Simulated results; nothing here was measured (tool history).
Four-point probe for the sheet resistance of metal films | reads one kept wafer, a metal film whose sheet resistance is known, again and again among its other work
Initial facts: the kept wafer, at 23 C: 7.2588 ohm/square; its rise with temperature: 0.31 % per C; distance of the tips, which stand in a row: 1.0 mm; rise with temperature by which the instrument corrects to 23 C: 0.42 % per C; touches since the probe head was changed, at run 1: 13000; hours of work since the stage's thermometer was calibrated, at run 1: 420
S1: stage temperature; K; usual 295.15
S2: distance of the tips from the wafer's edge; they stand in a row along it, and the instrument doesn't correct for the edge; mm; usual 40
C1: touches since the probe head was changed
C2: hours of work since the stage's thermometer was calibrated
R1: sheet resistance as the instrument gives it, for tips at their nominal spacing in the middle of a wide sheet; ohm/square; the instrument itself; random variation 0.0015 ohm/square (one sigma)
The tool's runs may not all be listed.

| run | hour | S1 | S2 | C1 | C2 | R1 |
|---|---|---|---|---|---|---|
| 1 | 0.0 | 295.15 | 40 | 13000 | 420 | 7.266797 |
| 2 | 11.3 | 302.15 | 40 | 13227 | 426 | 7.214635 |
| 3 | 24.1 | 302.15 | 40 | 13481 | 432 | 7.212130 |
| 4 | 36.5 | 302.15 | 40 | 13728 | 439 | 7.211094 |
| 5 | 49.0 | 295.15 | 40 | 13978 | 446 | 7.266591 |
| 6 | 56.3 | 295.15 | 40 | 14124 | 450 | 7.265746 |
| 7 | 67.0 | 303.15 | 40 | 14338 | 455 | 7.206761 |
| 8 | 80.9 | 295.15 | 13 | 14615 | 463 | 7.288566 |
| 9 | 96.6 | 294.15 | 13 | 14928 | 471 | 7.295709 |
| 10 | 113.1 | 294.15 | 13 | 15258 | 480 | 7.295362 |
| 11 | 123.6 | 294.15 | 13 | 15467 | 486 | 7.296664 |
|  | 125.2 | stage's thermometer calibrated |
| 12 | 134.6 | 295.15 | 40 | 15678 | 5 | 7.270239 |
| 13 | 142.8 | 295.15 | 40 | 15841 | 9 | 7.270639 |
|  | 156.9 | stage's thermometer calibrated, once more |
| 14 | 159.4 | 296.15 | 40 | 16162 | 1 | 7.260092 |
| 15 | 173.7 | 296.15 | 40 | 16448 | 9 | 7.258860 |
| 16 | 186.0 | 297.15 | 36 | 16692 | 16 | 7.251304 |
| 17 | 199.5 | 291.15 | 21 | 16962 | 23 | 7.307374 |
| 18 | 208.6 | 291.15 | 21 | 17143 | 28 | 7.306066 |
| 19 | 218.3 | 294.15 | 72 | 17338 | 33 | 7.275422 |
| 20 | 228.9 | 295.15 | 14 | 17549 | 39 | 7.285247 |
| 21 | 237.5 | 294.15 | 18 | 17721 | 43 | 7.287396 |
| 22 | 244.3 | 298.15 | 4 | 17857 | 47 | 7.477119 |
| 23 | 258.2 | 295.15 | 6 | 18135 | 54 | 7.375632 |
| 24 | 274.8 | 294.15 | 10 | 18465 | 63 | 7.314445 |
| 25 | 281.6 | 298.15 | 10 | 18600 | 67 | 7.281030 |
| 26 | 294.0 | 295.15 | 69 | 18848 | 73 | 7.268037 |
| 27 | 303.5 | 298.15 | 14 | 19038 | 78 | 7.261162 |
| 28 | 316.7 | 296.15 | 10 | 19302 | 86 | 7.298162 |

Consider 4 possible next runs. They are alternatives, not a sequence: every one starts from the tool as it was left by run 28. What does each give?
| A | 331.5 | 291.15 | 10 | 19597 | 93 | ? |
| B | 331.5 | 296.15 | 27 | 19597 | 93 | ? |
| C | 331.5 | 292.15 | 6 | 19597 | 93 | ? |
| D | 331.5 | 298.15 | 21 | 19597 | 93 | ? |

| run | R1 |
|---|---|
| A | 7.335355 |
| B | 7.262810 |
| C | 7.396643 |
| D | 7.250608 |
What these runs would have given with no unlogged condition in the tool:
| run | R1 |
|---|---|
| A | 7.336222 |
| B | 7.263679 |
| C | 7.397518 |
| D | 7.251479 |
